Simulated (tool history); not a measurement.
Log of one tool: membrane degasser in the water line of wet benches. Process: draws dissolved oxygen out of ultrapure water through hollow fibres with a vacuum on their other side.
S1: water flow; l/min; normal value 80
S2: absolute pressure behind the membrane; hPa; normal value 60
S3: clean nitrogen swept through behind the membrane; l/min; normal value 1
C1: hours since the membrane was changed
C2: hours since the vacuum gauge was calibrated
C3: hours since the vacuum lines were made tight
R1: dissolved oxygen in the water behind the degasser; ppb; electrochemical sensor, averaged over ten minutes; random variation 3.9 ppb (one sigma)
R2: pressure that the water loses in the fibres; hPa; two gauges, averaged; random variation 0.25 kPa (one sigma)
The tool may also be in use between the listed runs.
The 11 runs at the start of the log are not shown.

| run | day | S1 | S2 | S3 | C1 | C2 | C3 | R1 | R2 |
|---|---|---|---|---|---|---|---|---|---|
| 12 | 45.679 | 80 | 60 | 1 | 1171 | 1525 | 6471 | 390.3 | 665 |
| 13 | 48.892 | 80 | 60 | 1 | 1248 | 1602 | 6548 | 393.6 | 667.2 |
| 14 | 51.638 | 80 | 60 | 1 | 1314 | 1667 | 6614 | 398.7 | 663.9 |
| 15 | 55.988 | 80 | 60 | 1 | 1419 | 1772 | 6719 | 395 | 663.2 |
| 16 | 58.758 | 80 | 60 | 1 | 1485 | 1838 | 6785 | 398.6 | 661.9 |
| 17 | 62.446 | 80 | 60 | 1 | 1574 | 1927 | 6873 | 395.5 | 667.6 |
| 18 | 66.904 | 58 | 36.6 | 0.46 | 1681 | 2034 | 6981 | 103.6 | 480.8 |
| 19 | 72.171 | 101 | 50.1 | 1.15 | 1807 | 2160 | 7107 | 316.2 | 843.2 |
| 20 | 75.271 | 102 | 66.7 | 1.71 | 1882 | 2235 | 7181 | 423.4 | 845.5 |
| 21 | 79.592 | 102 | 66.7 | 1.71 | 1985 | 2338 | 7285 | 423.7 | 848.4 |
| 22 | 83.662 | 102 | 66.7 | 1.71 | 2083 | 2436 | 7383 | 420.6 | 848.8 |
| 23 | 86.504 | 77 | 41 | 0.56 | 2151 | 2504 | 7451 | 206 | 638.1 |
| 24 | 91.504 | 100 | 81.5 | 2.19 | 2271 | 2624 | 7571 | 480.4 | 834.9 |
| 25 | 94.642 | 76 | 94 | 0.72 | 2346 | 2700 | 7646 | 933.3 | 631.7 |
| 26 | 99.554 | 98 | 85.1 | 0.84 | 2464 | 2818 | 7764 | 900.8 | 815.4 |
| 27 | 103.662 | 70 | 123.2 | 1 | 2563 | 2916 | 7863 | 1050 | 583.1 |
| 28 | 106.579 | 70 | 40.7 | 0.92 | 2633 | 2986 | 7933 | 143.6 | 583.5 |
| 29 | 111.221 | 82 | 40.7 | 0.92 | 2744 | 3097 | 8044 | 169 | 685.4 |
| 30 | 114.15 | 77 | 87.8 | 1 | 2815 | 3168 | 8114 | 722.6 | 645.6 |
| 31 | 119.292 | 106 | 39.8 | 1 | 2938 | 3291 | 8238 | 200.2 | 884 |
| 32 | 123.742 | 106 | 39.8 | 1 | 3045 | 3398 | 8345 | 199.9 | 883.7 |

Below are 4 alternative next runs, each starting from the tool's condition after run 32. Predict each:
| A | 127.379 | 76 | 39.8 | 1 | 3132 | 3485 | 8432 | ? | ? |
| B | 127.379 | 85 | 71.3 | 0.48 | 3132 | 3485 | 8432 | ? | ? |
| C | 127.379 | 106 | 88.5 | 0.92 | 3132 | 3485 | 8432 | ? | ? |
| D | 127.379 | 101 | 41.6 | 1 | 3132 | 3485 | 8432 | ? | ? |

| run | R1 | R2 |
|---|---|---|
| A | 140.1 | 637.7 |
| B | 836.5 | 716.3 |
| C | 948.7 | 885 |
| D | 219.9 | 848.3 |
With no hidden state in the tool, these same runs would have given:
| run | R1 | R2 |
|---|---|---|
| A | 123.3 | 627.8 |
| B | 816.6 | 705.1 |
| C | 930.6 | 871.2 |
| D | 198.5 | 835.1 |
